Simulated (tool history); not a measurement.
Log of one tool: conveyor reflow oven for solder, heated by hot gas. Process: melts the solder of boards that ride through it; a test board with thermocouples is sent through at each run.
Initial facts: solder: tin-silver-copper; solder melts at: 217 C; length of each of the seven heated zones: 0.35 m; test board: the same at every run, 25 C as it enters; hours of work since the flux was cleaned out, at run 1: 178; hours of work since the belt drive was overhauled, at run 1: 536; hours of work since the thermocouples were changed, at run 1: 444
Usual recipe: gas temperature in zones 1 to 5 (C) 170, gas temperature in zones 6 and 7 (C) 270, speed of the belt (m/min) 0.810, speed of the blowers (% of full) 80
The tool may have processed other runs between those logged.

run   hour  gas temperature in zones 1 to 5 (C)  gas temperature in zones 6 and 7 (C)  speed of the belt (m/min)  speed of the blowers (% of full)  hours of work since the flux was cleaned out  hours of work since the belt drive was overhauled  hours of work since the thermocouples were changed  highest temperature of the board (C)  time above the solder's melting point (s)
  1    0.0                                  170                                   270                      0.810                                80                                           178                                                536                                                 444                                 253.7                                       39.2
  2   32.9                                  170                                   270                      0.810                                80                                           201                                                560                                                 467                                 253.4                                       38.8
  3   57.4                                  170                                   270                      0.810                                80                                           219                                                577                                                 485                                 253.6                                       38.9
  4   86.8                                  170                                   270                      0.750                                80                                           240                                                598                                                 506                                 255.2                                       43.6
  5  111.1                                  170                                   270                      0.750                                80                                           257                                                616                                                 523                                 255.7                                       43.6
  6  134.9                                  170                                   270                      0.750                                80                                           274                                                632                                                 540                                 254.4                                       43.3
  7  153.0                                  170                                   270                      0.750                                80                                           287                                                645                                                 553                                 254.9                                       43.4
  8  182.1                                  170                                   261                      0.750                                80                                           307                                                666                                                 573                                 246.6                                       39.2
     192.1  -- thermocouples of zones 6 and 7 changed
  9  202.2                                  170                                   261                      0.750                                85                                           320                                                679                                                   7                                 248.8                                       40.5
 10  228.4                                  170                                   270                      0.810                                80                                           339                                                698                                                  26                                 253.1                                       38.8
 11  258.9                                  170                                   270                      0.810                                76                                           361                                                719                                                  48                                 251.7                                       37.9
 12  291.4                                  170                                   270                      0.810                                76                                           384                                                743                                                  71                                 252.1                                       37.9
     317.1  -- flux residue cleaned out of gas plates and filters
 13  328.6                                  170                                   270                      0.810                                76                                             8                                                766                                                  94                                 255.0                                       40.2
 14  357.4                                  170                                   270                      0.810                                76                                            29                                                786                                                 114                                 254.5                                       40.1
 15  376.0                                  170                                   270                      0.810                                80                                            42                                                799                                                 127                                 255.3                                       40.7
 16  399.6                                  182                                   280                      0.751                                52                                            59                                                816                                                 144                                 260.7                                       48.4
 17  417.3                                  182                                   280                      0.751                                52                                            71                                                829                                                 157                                 260.3                                       48.4
 18  437.4                                  168                                   272                      0.917                                78                                            86                                                843                                                 171                                 251.9                                       33.0
 19  462.7                                  170                                   271                      0.875                                73                                           104                                                861                                                 189                                 251.1                                       34.9
 20  476.4                                  176                                   271                      0.658                                73                                           113                                                871                                                 199                                 260.7                                       55.3
 21  499.9                                  183                                   274                      0.884                                77                                           130                                                888                                                 216                                 256.8                                       40.2
 22  532.1                                  183                                   274                      0.884                                77                                           153                                                910                                                 239                                 256.4                                       40.0
 23  546.8                                  181                                   274                      0.733                                77                                           164                                                921                                                 249                                 261.6                                       51.1
 24  570.9                                  175                                   270                      0.906                                82                                           181                                                938                                                 266                                 251.4                                       35.4
 25  593.2                                  169                                   262                      0.810                                84                                           197                                                954                                                 282                                 247.7                                       36.6
 26  622.7                                  160                                   275                      0.752                                80                                           218                                                975                                                 303                                 259.1                                       43.3
 27  639.5                                  170                                   276                      0.776                                80                                           230                                                987                                                 315                                 260.0                                       44.5

What will run 28 give?
 28  667.8                                  176                                   276                      0.776                                71                                           250                                               1007                                                 335                                     ?                                          ?

highest temperature of the board (C): 259.3
time above the solder's melting point (s): 45.4
Were there no unlogged condition in the tool, this run, its random variation unchanged, would have produced highest temperature of the board (C) 260.8, time above the solder's melting point (s) 44.8.

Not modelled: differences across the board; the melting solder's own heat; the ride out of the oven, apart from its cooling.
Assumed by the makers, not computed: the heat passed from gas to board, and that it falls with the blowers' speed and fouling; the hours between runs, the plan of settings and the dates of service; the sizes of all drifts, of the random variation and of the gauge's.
